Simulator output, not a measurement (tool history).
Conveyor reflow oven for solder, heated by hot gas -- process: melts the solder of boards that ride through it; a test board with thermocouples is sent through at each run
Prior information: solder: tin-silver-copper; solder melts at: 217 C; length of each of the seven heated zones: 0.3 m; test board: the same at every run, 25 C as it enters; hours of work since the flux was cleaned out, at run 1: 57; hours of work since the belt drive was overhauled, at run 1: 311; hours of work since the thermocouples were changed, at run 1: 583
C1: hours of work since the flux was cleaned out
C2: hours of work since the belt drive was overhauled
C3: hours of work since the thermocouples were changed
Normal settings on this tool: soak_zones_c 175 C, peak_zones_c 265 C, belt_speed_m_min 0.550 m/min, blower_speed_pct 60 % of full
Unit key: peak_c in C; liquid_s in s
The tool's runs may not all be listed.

run 1 hour=0.0 | soak_zones_c=175 peak_zones_c=265 belt_speed_m_min=0.550 blower_speed_pct=60 | C1=57 C2=311 C3=583 | peak_c=248.8 liquid_s=46.9
run 2 hour=6.6 | soak_zones_c=175 peak_zones_c=265 belt_speed_m_min=0.550 blower_speed_pct=60 | C1=62 C2=316 C3=587 | peak_c=249.1 liquid_s=46.6
run 3 hour=17.8 | soak_zones_c=175 peak_zones_c=265 belt_speed_m_min=0.550 blower_speed_pct=60 | C1=70 C2=323 C3=595 | peak_c=248.7 liquid_s=47.3
run 4 hour=29.1 | soak_zones_c=175 peak_zones_c=265 belt_speed_m_min=0.545 blower_speed_pct=60 | C1=77 C2=331 C3=603 | peak_c=249.1 liquid_s=47.4
run 5 hour=38.7 | soak_zones_c=175 peak_zones_c=265 belt_speed_m_min=0.545 blower_speed_pct=60 | C1=84 C2=338 C3=609 | peak_c=249.0 liquid_s=47.5
run 6 hour=51.1 | soak_zones_c=175 peak_zones_c=265 belt_speed_m_min=0.545 blower_speed_pct=60 | C1=92 C2=346 C3=618 | peak_c=248.7 liquid_s=47.6
run 7 hour=62.8 | soak_zones_c=175 peak_zones_c=273 belt_speed_m_min=0.545 blower_speed_pct=60 | C1=100 C2=354 C3=626 | peak_c=255.8 liquid_s=51.9
run 8 hour=73.6 | soak_zones_c=175 peak_zones_c=272 belt_speed_m_min=0.550 blower_speed_pct=60 | C1=108 C2=362 C3=633 | peak_c=255.0 liquid_s=51.0
run 9 hour=85.0 | soak_zones_c=175 peak_zones_c=269 belt_speed_m_min=0.550 blower_speed_pct=60 | C1=116 C2=370 C3=641 | peak_c=251.9 liquid_s=49.0
run 10 hour=91.2 | soak_zones_c=175 peak_zones_c=269 belt_speed_m_min=0.550 blower_speed_pct=60 | C1=120 C2=374 C3=645 | peak_c=252.2 liquid_s=49.1
run 11 hour=101.7 | soak_zones_c=175 peak_zones_c=269 belt_speed_m_min=0.550 blower_speed_pct=60 | C1=127 C2=381 C3=652 | peak_c=251.8 liquid_s=49.1
run 12 hour=107.9 | soak_zones_c=175 peak_zones_c=265 belt_speed_m_min=0.534 blower_speed_pct=60 | C1=131 C2=385 C3=657 | peak_c=249.6 liquid_s=49.5
run 13 hour=121.7 | soak_zones_c=175 peak_zones_c=265 belt_speed_m_min=0.534 blower_speed_pct=60 | C1=141 C2=395 C3=666 | peak_c=249.4 liquid_s=49.1
run 14 hour=133.0 | soak_zones_c=175 peak_zones_c=265 belt_speed_m_min=0.534 blower_speed_pct=60 | C1=149 C2=402 C3=674 | peak_c=249.2 liquid_s=48.6
run 15 hour=146.8 | soak_zones_c=175 peak_zones_c=265 belt_speed_m_min=0.550 blower_speed_pct=60 | C1=158 C2=412 C3=683 | peak_c=247.8 liquid_s=46.3
run 16 hour=158.2 | soak_zones_c=188 peak_zones_c=265 belt_speed_m_min=0.550 blower_speed_pct=60 | C1=166 C2=420 C3=691 | peak_c=251.0 liquid_s=53.1
run 17 hour=168.1 | soak_zones_c=161 peak_zones_c=265 belt_speed_m_min=0.550 blower_speed_pct=63 | C1=173 C2=427 C3=698 | peak_c=246.1 liquid_s=41.4
-- hour=177.8 flux residue cleaned out of gas plates and filters
run 18 hour=186.6 | soak_zones_c=161 peak_zones_c=265 belt_speed_m_min=0.550 blower_speed_pct=63 | C1=6 C2=436 C3=707 | peak_c=247.1 liquid_s=42.4
run 19 hour=193.5 | soak_zones_c=161 peak_zones_c=265 belt_speed_m_min=0.540 blower_speed_pct=63 | C1=11 C2=441 C3=712 | peak_c=247.8 liquid_s=43.2
run 20 hour=205.7 | soak_zones_c=177 peak_zones_c=265 belt_speed_m_min=0.642 blower_speed_pct=63 | C1=19 C2=449 C3=720 | peak_c=245.5 liquid_s=38.1
run 21 hour=211.9 | soak_zones_c=187 peak_zones_c=279 belt_speed_m_min=0.588 blower_speed_pct=89 | C1=23 C2=453 C3=725 | peak_c=266.4 liquid_s=57.0
run 22 hour=219.4 | soak_zones_c=187 peak_zones_c=279 belt_speed_m_min=0.588 blower_speed_pct=89 | C1=29 C2=458 C3=730 | peak_c=266.0 liquid_s=56.1
run 23 hour=226.7 | soak_zones_c=178 peak_zones_c=270 belt_speed_m_min=0.550 blower_speed_pct=60 | C1=34 C2=463 C3=735 | peak_c=254.3 liquid_s=51.8
run 24 hour=237.6 | soak_zones_c=164 peak_zones_c=270 belt_speed_m_min=0.455 blower_speed_pct=60 | C1=41 C2=471 C3=742 | peak_c=258.1 liquid_s=62.1
run 25 hour=248.0 | soak_zones_c=175 peak_zones_c=265 belt_speed_m_min=0.473 blower_speed_pct=59 | C1=48 C2=478 C3=750 | peak_c=253.8 liquid_s=59.0
run 26 hour=253.7 | soak_zones_c=178 peak_zones_c=256 belt_speed_m_min=0.550 blower_speed_pct=74 | C1=52 C2=482 C3=753 | peak_c=243.6 liquid_s=45.3
run 27 hour=259.7 | soak_zones_c=178 peak_zones_c=256 belt_speed_m_min=0.550 blower_speed_pct=74 | C1=56 C2=486 C3=758 | peak_c=244.5 liquid_s=45.7
run 28 hour=271.8 | soak_zones_c=175 peak_zones_c=265 belt_speed_m_min=0.550 blower_speed_pct=62 | C1=65 C2=494 C3=766 | peak_c=249.6 liquid_s=48.3
run 29 hour=285.8 | soak_zones_c=169 peak_zones_c=278 belt_speed_m_min=0.550 blower_speed_pct=60 | C1=74 C2=504 C3=776 | peak_c=259.2 liquid_s=52.1
run 30 hour=299.9 | soak_zones_c=169 peak_zones_c=278 belt_speed_m_min=0.635 blower_speed_pct=90 | C1=84 C2=514 C3=785 | peak_c=259.6 liquid_s=44.5
run 31 hour=305.9 | soak_zones_c=175 peak_zones_c=264 belt_speed_m_min=0.550 blower_speed_pct=60 | C1=88 C2=518 C3=789 | peak_c=248.1 liquid_s=46.7
run 32 hour=312.8 | soak_zones_c=169 peak_zones_c=264 belt_speed_m_min=0.550 blower_speed_pct=60 | C1=93 C2=523 C3=794 | peak_c=247.1 liquid_s=44.1

3 options for the next run, each taken on its own from the tool as it stands now. Forecast them:
run A hour=321.4 | soak_zones_c=169 peak_zones_c=264 belt_speed_m_min=0.550 blower_speed_pct=75 | C1=99 C2=528 C3=800 | peak_c=? liquid_s=?
run B hour=321.4 | soak_zones_c=175 peak_zones_c=273 belt_speed_m_min=0.550 blower_speed_pct=60 | C1=99 C2=528 C3=800 | peak_c=? liquid_s=?
run C hour=321.4 | soak_zones_c=175 peak_zones_c=254 belt_speed_m_min=0.550 blower_speed_pct=84 | C1=99 C2=528 C3=800 | peak_c=? liquid_s=?

run=A peak_c=250.0 liquid_s=46.9
run=B peak_c=255.8 liquid_s=51.0
run=C peak_c=242.9 liquid_s=44.7
What these runs would have given with no unlogged condition in the tool:
run=A peak_c=249.7 liquid_s=46.4
run=B peak_c=255.4 liquid_s=50.4
run=C peak_c=242.6 liquid_s=44.3
